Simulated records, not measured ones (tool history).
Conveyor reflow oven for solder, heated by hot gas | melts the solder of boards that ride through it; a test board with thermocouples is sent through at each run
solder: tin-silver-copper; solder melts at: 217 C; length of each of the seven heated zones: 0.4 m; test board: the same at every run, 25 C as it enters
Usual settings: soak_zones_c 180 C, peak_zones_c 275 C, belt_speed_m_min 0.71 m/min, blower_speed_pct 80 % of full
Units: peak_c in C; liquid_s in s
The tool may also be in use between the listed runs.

run   hour  soak_zones_c  peak_zones_c  belt_speed_m_min  blower_speed_pct  peak_c  liquid_s
  1      0           180           275              0.71                80  259.27      56.3
      17.4  -- flux residue cleaned out of gas plates and filters
  2   21.3           180           275              0.71                80  259.14      56.3
  3   35.3           180           275              0.71                80  259.32      56.4
  4   60.5           180           275              0.71                80  259.14      56.2
  5   87.4           180           275              0.71                80  259.31      56.1
  6  117.1           180           275              0.71                80  259.14      56.6
  7  132.6           180           275              0.71                80  259.26      56.2
  8  162.4           180           275              0.71                80  259.28      56.3
  9  178.4           180           274              0.71                80  258.35      55.8
 10  207.6           180           278              0.71                80  261.83      57.7
 11  226.5           180           278              0.71                80  261.83      57.5
 12  244.8           180           275              0.71                67  255.69        54
 13    259           187           287             0.659                67  269.77      68.3
     271.7  -- flux residue cleaned out of gas plates and filters
 14  291.5           180           266             0.747                58   243.6      41.7
 15  312.9           180           289             0.648                80  274.52      69.1
 16  338.4           180           267              0.71                80   252.4      52.7
 17  358.4           180           267              0.71                80  252.31      52.6
 18  372.4           180           284             0.803                80  262.66      50.7
 19  386.4           180           275              0.71                78  258.68      55.9
 20  413.4           180           284              0.71                77  266.18      59.5
 21  440.1           187           270              0.75                77  253.69      52.7
 22  463.9           194           264              0.71                89  253.58      59.1
 23  482.3           194           264              0.71                89  253.53      59.2
 24  498.5           180           275              0.71                77  258.56      55.8

Forecast each of these 5 alternatives for the next run:
     526.3  -- flux residue cleaned out of gas plates and filters
  A  529.4           180           275             0.578                80       ?         ?
     526.3  -- flux residue cleaned out of gas plates and filters
  B  529.4           166           275             0.678                61       ?         ?
     526.3  -- flux residue cleaned out of gas plates and filters
  C  529.4           170           275              0.71                78       ?         ?
     526.3  -- flux residue cleaned out of gas plates and filters
  D  529.4           187           282              0.71                80       ?         ?
     526.3  -- flux residue cleaned out of gas plates and filters
  E  529.4           169           289              0.71                90       ?         ?

run  peak_c  liquid_s
  A  264.86      73.4
  B  252.54      49.5
  C  257.02      52.1
  D  266.47      62.1
  E  272.23      59.1
Without the tool's hidden state the same runs would have given:
run  peak_c  liquid_s
  A  264.87      73.4
  B  252.54      49.5
  C  257.03      52.1
  D  266.48      62.1
  E  272.24      59.1

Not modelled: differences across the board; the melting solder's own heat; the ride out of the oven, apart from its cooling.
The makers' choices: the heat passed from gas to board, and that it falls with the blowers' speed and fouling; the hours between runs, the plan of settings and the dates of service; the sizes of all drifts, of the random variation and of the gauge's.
